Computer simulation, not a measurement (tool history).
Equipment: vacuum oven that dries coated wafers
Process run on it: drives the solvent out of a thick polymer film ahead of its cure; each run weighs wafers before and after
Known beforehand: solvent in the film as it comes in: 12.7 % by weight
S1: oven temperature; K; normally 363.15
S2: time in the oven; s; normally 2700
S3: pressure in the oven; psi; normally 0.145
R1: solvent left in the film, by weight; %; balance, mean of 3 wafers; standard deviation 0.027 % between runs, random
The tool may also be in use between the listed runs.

run 1 day=0.000 | S1=363.15 S2=2700 S3=0.145 | R1=1.05
run 2 day=1.721 | S1=363.15 S2=2700 S3=0.145 | R1=1.10
run 3 day=2.667 | S1=363.15 S2=2700 S3=0.145 | R1=1.10
run 4 day=4.288 | S1=363.15 S2=2700 S3=0.145 | R1=1.10
run 5 day=5.758 | S1=363.15 S2=2700 S3=0.145 | R1=1.10
run 6 day=6.971 | S1=363.15 S2=2700 S3=0.145 | R1=1.11
run 7 day=7.800 | S1=363.15 S2=2700 S3=0.145 | R1=1.11
run 8 day=8.925 | S1=363.15 S2=2700 S3=0.145 | R1=1.07
run 9 day=10.421 | S1=363.15 S2=2700 S3=0.145 | R1=1.11
run 10 day=11.812 | S1=363.15 S2=2700 S3=0.145 | R1=1.05
run 11 day=12.754 | S1=363.15 S2=2700 S3=0.145 | R1=1.13
run 12 day=14.212 | S1=363.15 S2=2700 S3=0.145 | R1=1.13
run 13 day=15.875 | S1=363.15 S2=2700 S3=0.145 | R1=1.11
run 14 day=16.988 | S1=363.15 S2=2700 S3=0.145 | R1=1.15
run 15 day=18.696 | S1=363.15 S2=2700 S3=0.145 | R1=1.14
run 16 day=20.192 | S1=363.15 S2=2700 S3=0.145 | R1=1.11
run 17 day=21.396 | S1=363.15 S2=2700 S3=0.145 | R1=1.15
run 18 day=22.196 | S1=363.15 S2=2700 S3=0.145 | R1=1.12
run 19 day=23.467 | S1=363.15 S2=2700 S3=0.145 | R1=1.14
run 20 day=24.954 | S1=363.15 S2=2700 S3=0.405 | R1=2.05
run 21 day=26.183 | S1=363.15 S2=2700 S3=0.329 | R1=1.79
run 22 day=27.367 | S1=363.15 S2=2700 S3=0.329 | R1=1.81
run 23 day=28.812 | S1=363.15 S2=4740 S3=0.329 | R1=1.33
run 24 day=30.400 | S1=367.15 S2=2700 S3=0.284 | R1=1.23
run 25 day=31.688 | S1=351.15 S2=4320 S3=0.074 | R1=1.76
run 26 day=33.421 | S1=351.15 S2=2580 S3=0.091 | R1=3.38
run 27 day=35.150 | S1=351.15 S2=2580 S3=0.091 | R1=3.46
run 28 day=36.254 | S1=375.15 S2=2700 S3=0.322 | R1=0.78
run 29 day=36.983 | S1=370.15 S2=1620 S3=0.322 | R1=1.75
run 30 day=38.446 | S1=363.15 S2=2820 S3=0.145 | R1=1.10
run 31 day=39.792 | S1=368.15 S2=2820 S3=0.109 | R1=0.56
run 32 day=41.492 | S1=348.15 S2=2700 S3=0.145 | R1=4.38
run 33 day=43.021 | S1=348.15 S2=2700 S3=0.145 | R1=4.38
run 34 day=43.888 | S1=348.15 S2=2700 S3=0.145 | R1=4.37
run 35 day=45.042 | S1=363.15 S2=4860 S3=0.128 | R1=0.61
run 36 day=45.946 | S1=375.15 S2=1620 S3=0.209 | R1=0.87
run 37 day=46.800 | S1=375.15 S2=1620 S3=0.209 | R1=0.91
run 38 day=48.383 | S1=369.15 S2=2100 S3=0.209 | R1=1.15
run 39 day=49.929 | S1=352.15 S2=2100 S3=0.145 | R1=4.20
run 40 day=51.342 | S1=352.15 S2=2100 S3=0.145 | R1=4.24
run 41 day=52.900 | S1=352.15 S2=2100 S3=0.145 | R1=4.30
run 42 day=54.562 | S1=363.15 S2=2700 S3=0.345 | R1=1.92
run 43 day=55.538 | S1=363.15 S2=2700 S3=0.345 | R1=1.94
run 44 day=56.771 | S1=363.15 S2=2700 S3=0.132 | R1=1.22
run 45 day=57.992 | S1=363.15 S2=2700 S3=0.132 | R1=1.19
run 46 day=59.317 | S1=356.15 S2=2460 S3=0.112 | R1=2.67

Hidden state or all else? Some run-to-run changes of R1, split into what the settings, what came in and random variation would give without the hidden state, and what is left for the hidden state (with any gauge scatter that isn't in both results):
The tool's hidden condition here consists of: true wafer temperature over the reading, C; true pressure over the reading, kPa; drift of the gauge itself on solvent_pct, %.
Run 27 -> 28: S1 351.15 -> 375.15, S2 2580 -> 2700, S3 0.091 -> 0.322. R1 -2.68 %: hidden state -0.52, all else -2.16.
Run 31 -> 32: S1 368.15 -> 348.15, S2 2820 -> 2700, S3 0.109 -> 0.145. R1 +3.82 %: hidden state +0.56, all else +3.26.
Run 34 -> 35: S1 348.15 -> 363.15, S2 2700 -> 4860, S3 0.145 -> 0.128. R1 -3.76 %: hidden state -0.60, all else -3.16.
Run 38 -> 39: S1 369.15 -> 352.15, S3 0.209 -> 0.145. R1 +3.05 %: hidden state +0.45, all else +2.60.
